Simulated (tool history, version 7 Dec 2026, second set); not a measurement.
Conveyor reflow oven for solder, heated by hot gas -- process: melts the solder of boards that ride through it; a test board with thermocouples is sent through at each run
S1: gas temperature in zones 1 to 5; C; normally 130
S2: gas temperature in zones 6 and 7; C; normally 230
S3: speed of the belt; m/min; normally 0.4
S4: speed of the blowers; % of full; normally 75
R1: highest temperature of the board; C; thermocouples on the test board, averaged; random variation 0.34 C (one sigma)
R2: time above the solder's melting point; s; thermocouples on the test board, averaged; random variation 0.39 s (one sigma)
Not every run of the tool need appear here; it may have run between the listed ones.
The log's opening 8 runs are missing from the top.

run,hour,S1,S2,S3,S4,R1,R2
9,132,130,230,0.4,75,216.7,77.1
10,145.8,130,230,0.4,75,216.4,77
11,162.6,130,230,0.4,63,214.7,73.2
12,174.5,130,230,0.4,58,213.8,71.8
13,183.8,130,230,0.4,75,215.5,77
14,203,130,230,0.4,75,216.4,76.6
15,221.7,130,230,0.4,75,216.4,76.6
16,235.5,130,230,0.467,75,211.8,59.2
17,254.7,130,230,0.4,56,212.8,70.6
18,266.6,130,230,0.4,56,212.3,70.5
19,281.4,130,237,0.4,55,218.4,77.8
20,293.9,126,234,0.477,59,209.2,53
21,304.8,130,230,0.4,90,218.3,79.2
22,316.3,119,235,0.4,61,216.1,71
23,332.9,119,235,0.4,61,215.6,70.9
24,344.9,119,238,0.4,61,218.8,73.8
25,363.1,130,230,0.457,75,211.6,61.2
26,381.3,136,230,0.457,75,212.3,64.1
27,400.7,136,230,0.457,75,213.3,64.1
28,415.6,120,230,0.393,75,214.8,72.3
29,431,130,230,0.355,75,218.3,90.3
30,448.6,120,230,0.452,75,209.7,56.1

Run 31, settings as shown, results not yet in. Your forecast:
# hour 465.5: thermocouples of zones 6 and 7 changed
31,465.5,120,230,0.452,75,?,?

{"run 31": {"R1": 211, "R2": 57.5}}
Without the tool's hidden state the same run would have given R1 213.2 C, R2 59.9 s.

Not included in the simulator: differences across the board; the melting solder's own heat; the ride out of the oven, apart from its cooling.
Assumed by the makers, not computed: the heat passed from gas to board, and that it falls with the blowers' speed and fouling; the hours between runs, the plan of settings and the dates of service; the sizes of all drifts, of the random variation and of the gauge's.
